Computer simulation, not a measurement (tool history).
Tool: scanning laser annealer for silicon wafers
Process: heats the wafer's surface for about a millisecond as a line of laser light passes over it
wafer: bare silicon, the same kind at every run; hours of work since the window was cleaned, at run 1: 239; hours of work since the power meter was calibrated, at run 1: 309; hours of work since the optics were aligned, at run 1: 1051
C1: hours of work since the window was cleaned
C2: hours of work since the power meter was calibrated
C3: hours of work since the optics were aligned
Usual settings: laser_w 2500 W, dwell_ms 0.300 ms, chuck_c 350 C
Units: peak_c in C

{"run": 1, "hour": 0.0, "laser_w": 2500, "dwell_ms": 0.3, "chuck_c": 350, "C1": 239, "C2": 309, "C3": 1051, "peak_c": 1099}
{"run": 2, "hour": 14.2, "laser_w": 2500, "dwell_ms": 0.349, "chuck_c": 350, "C1": 246, "C2": 316, "C3": 1058, "peak_c": 1158}
{"run": 3, "hour": 28.8, "laser_w": 2213, "dwell_ms": 0.3, "chuck_c": 350, "C1": 254, "C2": 323, "C3": 1066, "peak_c": 991}
{"run": 4, "hour": 36.6, "laser_w": 2213, "dwell_ms": 0.3, "chuck_c": 350, "C1": 258, "C2": 327, "C3": 1070, "peak_c": 991}
{"run": 5, "hour": 54.3, "laser_w": 2213, "dwell_ms": 0.3, "chuck_c": 350, "C1": 267, "C2": 336, "C3": 1079, "peak_c": 992}
{"run": 6, "hour": 64.0, "laser_w": 2257, "dwell_ms": 0.3, "chuck_c": 350, "C1": 272, "C2": 341, "C3": 1084, "peak_c": 1003}
{"run": 7, "hour": 71.7, "laser_w": 2257, "dwell_ms": 0.3, "chuck_c": 350, "C1": 275, "C2": 345, "C3": 1087, "peak_c": 1006}
{"run": 8, "hour": 81.1, "laser_w": 2500, "dwell_ms": 0.3, "chuck_c": 350, "C1": 280, "C2": 350, "C3": 1092, "peak_c": 1095}
{"run": 9, "hour": 88.9, "laser_w": 2500, "dwell_ms": 0.3, "chuck_c": 350, "C1": 284, "C2": 354, "C3": 1096, "peak_c": 1099}
{"run": 10, "hour": 101.3, "laser_w": 2500, "dwell_ms": 0.3, "chuck_c": 350, "C1": 290, "C2": 360, "C3": 1102, "peak_c": 1096}
{"run": 11, "hour": 112.5, "laser_w": 2500, "dwell_ms": 0.3, "chuck_c": 350, "C1": 296, "C2": 366, "C3": 1108, "peak_c": 1096}
{"run": 12, "hour": 130.6, "laser_w": 2500, "dwell_ms": 0.3, "chuck_c": 350, "C1": 305, "C2": 375, "C3": 1117, "peak_c": 1096}
{"run": 13, "hour": 144.5, "laser_w": 2500, "dwell_ms": 0.3, "chuck_c": 350, "C1": 312, "C2": 382, "C3": 1124, "peak_c": 1095}
{"run": 14, "hour": 154.9, "laser_w": 2399, "dwell_ms": 0.3, "chuck_c": 350, "C1": 317, "C2": 387, "C3": 1129, "peak_c": 1057}
{"run": 15, "hour": 163.6, "laser_w": 2399, "dwell_ms": 0.3, "chuck_c": 350, "C1": 322, "C2": 391, "C3": 1134, "peak_c": 1056}
{"run": 16, "hour": 175.7, "laser_w": 2399, "dwell_ms": 0.3, "chuck_c": 350, "C1": 328, "C2": 397, "C3": 1140, "peak_c": 1059}
{"run": 17, "hour": 194.4, "laser_w": 2399, "dwell_ms": 0.3, "chuck_c": 350, "C1": 337, "C2": 407, "C3": 1149, "peak_c": 1052}
{"run": 18, "hour": 206.4, "laser_w": 2399, "dwell_ms": 0.3, "chuck_c": 350, "C1": 343, "C2": 413, "C3": 1155, "peak_c": 1055}
{"run": 19, "hour": 223.2, "laser_w": 2306, "dwell_ms": 0.3, "chuck_c": 350, "C1": 352, "C2": 421, "C3": 1164, "peak_c": 1020}
{"run": 20, "hour": 239.2, "laser_w": 2306, "dwell_ms": 0.3, "chuck_c": 350, "C1": 360, "C2": 430, "C3": 1172, "peak_c": 1019}
{"run": 21, "hour": 252.1, "laser_w": 2306, "dwell_ms": 0.3, "chuck_c": 350, "C1": 366, "C2": 436, "C3": 1178, "peak_c": 1018}
{"run": 22, "hour": 269.5, "laser_w": 2380, "dwell_ms": 0.3, "chuck_c": 323, "C1": 375, "C2": 445, "C3": 1187, "peak_c": 1015}
{"run": 23, "hour": 277.4, "laser_w": 2636, "dwell_ms": 0.3, "chuck_c": 323, "C1": 379, "C2": 449, "C3": 1191, "peak_c": 1116}
{"run": 24, "hour": 293.6, "laser_w": 2636, "dwell_ms": 0.3, "chuck_c": 323, "C1": 387, "C2": 457, "C3": 1199, "peak_c": 1117}
{"run": 25, "hour": 302.1, "laser_w": 2321, "dwell_ms": 0.253, "chuck_c": 310, "C1": 392, "C2": 461, "C3": 1204, "peak_c": 930}
{"run": 26, "hour": 314.4, "laser_w": 2459, "dwell_ms": 0.308, "chuck_c": 359, "C1": 398, "C2": 467, "C3": 1210, "peak_c": 1090}
{"run": 27, "hour": 327.0, "laser_w": 2543, "dwell_ms": 0.315, "chuck_c": 350, "C1": 404, "C2": 474, "C3": 1216, "peak_c": 1122}
{"run": 28, "hour": 334.5, "laser_w": 2410, "dwell_ms": 0.256, "chuck_c": 316, "C1": 408, "C2": 478, "C3": 1220, "peak_c": 965}
{"run": 29, "hour": 352.7, "laser_w": 2410, "dwell_ms": 0.256, "chuck_c": 316, "C1": 417, "C2": 487, "C3": 1229, "peak_c": 964}
{"run": 30, "hour": 368.1, "laser_w": 2500, "dwell_ms": 0.266, "chuck_c": 380, "C1": 425, "C2": 495, "C3": 1237, "peak_c": 1072}
{"run": 31, "hour": 378.1, "laser_w": 2171, "dwell_ms": 0.3, "chuck_c": 348, "C1": 430, "C2": 500, "C3": 1242, "peak_c": 964}
{"run": 32, "hour": 394.4, "laser_w": 2171, "dwell_ms": 0.3, "chuck_c": 348, "C1": 438, "C2": 508, "C3": 1250, "peak_c": 959}

Forecast run 33:
{"run": 33, "hour": 407.1, "laser_w": 2171, "dwell_ms": 0.3, "chuck_c": 348, "C1": 445, "C2": 514, "C3": 1257, "peak_c": "?"}

{"run 33": {"peak_c": 960}}
Without the tool's hidden state the same run would have given peak_c 998 C.
